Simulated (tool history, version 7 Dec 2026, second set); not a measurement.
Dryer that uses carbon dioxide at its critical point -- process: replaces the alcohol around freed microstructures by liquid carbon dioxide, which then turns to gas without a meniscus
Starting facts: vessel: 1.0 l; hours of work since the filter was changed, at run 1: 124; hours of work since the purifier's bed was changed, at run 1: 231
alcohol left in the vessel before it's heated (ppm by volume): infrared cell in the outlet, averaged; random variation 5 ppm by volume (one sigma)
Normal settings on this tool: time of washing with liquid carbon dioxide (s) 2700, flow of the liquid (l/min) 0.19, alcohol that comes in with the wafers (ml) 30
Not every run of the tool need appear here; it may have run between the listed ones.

run   hour  time of washing with liquid carbon dioxide (s)  flow of the liquid (l/min)  alcohol that comes in with the wafers (ml)  hours of work since the filter was changed  hours of work since the purifier's bed was changed  alcohol left in the vessel before it's heated (ppm by volume)
  1      0                                            2700                        0.19                                          30                                         124                                                 231                                                             71
  2   14.1                                            2700                        0.26                                          30                                         132                                                 239                                                             66
  3   24.6                                            2700                        0.26                                          30                                         137                                                 244                                                             69
  4   34.6                                            2700                        0.26                                          30                                         142                                                 249                                                             68
  5   49.6                                            2700                        0.26                                          30                                         150                                                 257                                                             61
  6   61.9                                            2700                        0.26                                          30                                         156                                                 263                                                             74
  7   75.8                                            3120                        0.26                                          30                                         163                                                 270                                                             85
  8   85.6                                            3120                        0.26                                          30                                         168                                                 275                                                             74
  9   99.5                                            3120                        0.26                                          30                                         175                                                 282                                                             68
 10  108.9                                            3120                        0.26                                          30                                         180                                                 287                                                             72
 11    119                                            3120                        0.26                                          30                                         185                                                 292                                                             66
 12  133.5                                            2700                        0.19                                          30                                         192                                                 299                                                             97
 13  141.6                                            3060                       0.147                                          34                                         197                                                 304                                                            140
 14  158.7                                            3060                       0.197                                          83                                         205                                                 312                                                             93
 15  171.6                                            3600                       0.197                                          34                                         212                                                 319                                                             80
 16  188.8                                            2700                       0.184                                          30                                         221                                                 328                                                            111
 17  202.8                                            2700                       0.184                                          30                                         228                                                 335                                                            110
 18  218.4                                            2700                       0.184                                          30                                         236                                                 343                                                            116
 19  235.4                                            2700                       0.174                                          30                                         245                                                 351                                                            130
 20  246.2                                            2340                       0.174                                          33                                         250                                                 357                                                            196
 21  256.3                                            1800                       0.184                                          73                                         255                                                 362                                                            750
 22  263.7                                            3060                       0.265                                          30                                         259                                                 366                                                             97
 23  277.4                                            3060                       0.185                                          30                                         266                                                 373                                                            116
 24  286.9                                            3060                       0.185                                          30                                         271                                                 378                                                            113

Alternative continuations, all from the tool just after run 24; predict every row:
  A   298                                            4320                       0.277                                          55                                         277                                                 383                                                              ?
  B   298                                            2700                       0.263                                          30                                         277                                                 383                                                              ?
  C   298                                            3420                       0.185                                          30                                         277                                                 383                                                              ?
  D   298                                            1920                        0.19                                          58                                         277                                                 383                                                              ?
  E   298                                            2100                        0.19                                          86                                         277                                                 383                                                              ?

run  alcohol left in the vessel before it's heated (ppm by volume)
  A                                                            111
  B                                                            109
  C                                                            101
  D                                                            425
  E                                                            411
Had the tool no hidden state, the same runs would have come out as:
run  alcohol left in the vessel before it's heated (ppm by volume)
  A                                                             13
  B                                                             13
  C                                                              1
  D                                                            222
  E                                                            209

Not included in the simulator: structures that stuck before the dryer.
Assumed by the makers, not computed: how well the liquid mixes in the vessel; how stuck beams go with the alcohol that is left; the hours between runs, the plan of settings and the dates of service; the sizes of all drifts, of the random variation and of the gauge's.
